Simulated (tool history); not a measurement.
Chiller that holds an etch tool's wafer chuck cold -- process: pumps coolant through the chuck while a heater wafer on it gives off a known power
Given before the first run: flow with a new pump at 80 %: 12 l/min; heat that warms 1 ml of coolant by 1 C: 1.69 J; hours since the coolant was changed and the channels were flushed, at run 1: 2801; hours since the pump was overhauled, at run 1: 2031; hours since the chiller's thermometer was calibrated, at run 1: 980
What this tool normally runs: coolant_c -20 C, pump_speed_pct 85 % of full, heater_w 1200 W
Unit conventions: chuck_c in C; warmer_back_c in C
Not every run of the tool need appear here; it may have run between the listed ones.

run    hour  coolant_c  pump_speed_pct  heater_w  hours since the coolant was changed and the channels were flushed  hours since the pump was overhauled  hours since the chiller's thermometer was calibrated  chuck_c  warmer_back_c
  1     0.0        -20              85      1200                                                               2801                                 2031                                                   980     -6.5           3.62
  2    78.1        -20              85      1200                                                               2879                                 2109                                                  1058     -6.5           3.63
  3   146.1        -20              85      1200                                                               2947                                 2177                                                  1126     -6.3           3.65
  4   255.8        -20              85      1200                                                               3057                                 2287                                                  1236     -6.5           3.62
  5   372.1        -20              85      1200                                                               3173                                 2403                                                  1352     -6.3           3.69
  6   427.7        -20              85      1200                                                               3228                                 2458                                                  1408     -6.2           3.68
  7   496.2        -20              85       752                                                               3297                                 2527                                                  1476    -11.2           2.28
  8   559.3        -20              85      1200                                                               3360                                 2590                                                  1540     -6.1           3.70
  9   653.9        -20              85      1200                                                               3455                                 2685                                                  1634     -6.0           3.65
 10   726.0        -20              85      1200                                                               3527                                 2757                                                  1706     -6.0           3.71
 11   829.6        -20              85      1200                                                               3630                                 2860                                                  1810     -5.7           3.71
 12   909.8        -20              85      1200                                                               3711                                 2940                                                  1890     -5.8           3.73
 13   981.8        -20              85      1200                                                               3783                                 3013                                                  1962     -5.8           3.69
 14  1097.1        -20              85       729                                                               3898                                 3128                                                  2077    -11.2           2.25
 15  1195.3        -20              85       729                                                               3996                                 3226                                                  2176    -11.1           2.30
 16  1273.8        -20              85       729                                                               4075                                 3305                                                  2254    -11.1           2.29
 17  1379.3        -20              85       729                                                               4180                                 3410                                                  2360    -11.1           2.29
 18  1496.6        -12              68      1435                                                               4297                                 3527                                                  2477      7.7           5.61
 19  1587.1        -11              68       893                                                               4388                                 3618                                                  2567      1.5           3.52
 20  1700.5        -20              85       730                                                               4501                                 3731                                                  2681    -10.8           2.33
 21  1794.9        -20              85       613                                                               4596                                 3826                                                  2775    -12.3           1.99
 22  1908.4        -20              85       613                                                               4709                                 3939                                                  2889    -12.2           1.97
 23  1967.3        -11              85       698                                                               4768                                 3998                                                  2948     -2.0           2.20
 24  2047.4        -11              85       698                                                               4848                                 4078                                                  3028     -2.0           2.28
 25  2104.0        -23              67       802                                                               4905                                 4135                                                  3084    -11.3           3.22
     2140.8  -- coolant changed, channels flushed
 26  2170.4        -20              85      1259                                                                 30                                 4195                                                  3145     -5.8           4.01
 27  2291.1        -20              85      1259                                                                150                                 4316                                                  3265     -5.6           4.07
 28  2361.5        -20              91       798                                                                221                                 4386                                                  3336    -11.0           2.46
 29  2439.5        -20              91       798                                                                299                                 4464                                                  3414    -10.9           2.45
     2446.3  -- chiller's thermometer calibrated
 30  2534.8        -20              91       798                                                                393                                 4559                                                    88    -11.7           2.42
 31  2638.4        -20              91       798                                                                497                                 4662                                                   192    -11.7           2.47
 32  2708.4        -20              91       798                                                                567                                 4732                                                   262    -11.4           2.44
 33  2813.3        -17              60      1755                                                                671                                 4837                                                   367      7.1           8.14

Pick out some run-to-run changes in chuck_c. Of each, how much would a tool without hidden state show as well, from the settings, what came in and chance, and how much is left for the hidden state and any gauge scatter not in both results compared?
Hidden state at play: heat passed by the chuck's channels, % of clean ones'; flow at a given pump speed, % of a new pump's; coolant's true temperature over the reading, C; drift of the gauge itself on chuck_c, C; drift of the gauge itself on warmer_back_c, C.
Run 17 -> 18: coolant_c -20 -> -12, pump_speed_pct 85 -> 68, heater_w 729 -> 1435. chuck_c +18.8 C: hidden state +1.6, all else +17.2.
Run 18 -> 19: coolant_c -12 -> -11, heater_w 1435 -> 893. chuck_c -6.2 C: hidden state -0.9, all else -5.3.
Run 19 -> 20: coolant_c -11 -> -20, pump_speed_pct 68 -> 85, heater_w 893 -> 730. chuck_c -12.3 C: hidden state -0.5, all else -11.8.
Run 32 -> 33: coolant_c -20 -> -17, pump_speed_pct 91 -> 60, heater_w 798 -> 1755. chuck_c +18.5 C: hidden state +1.8, all else +16.7.
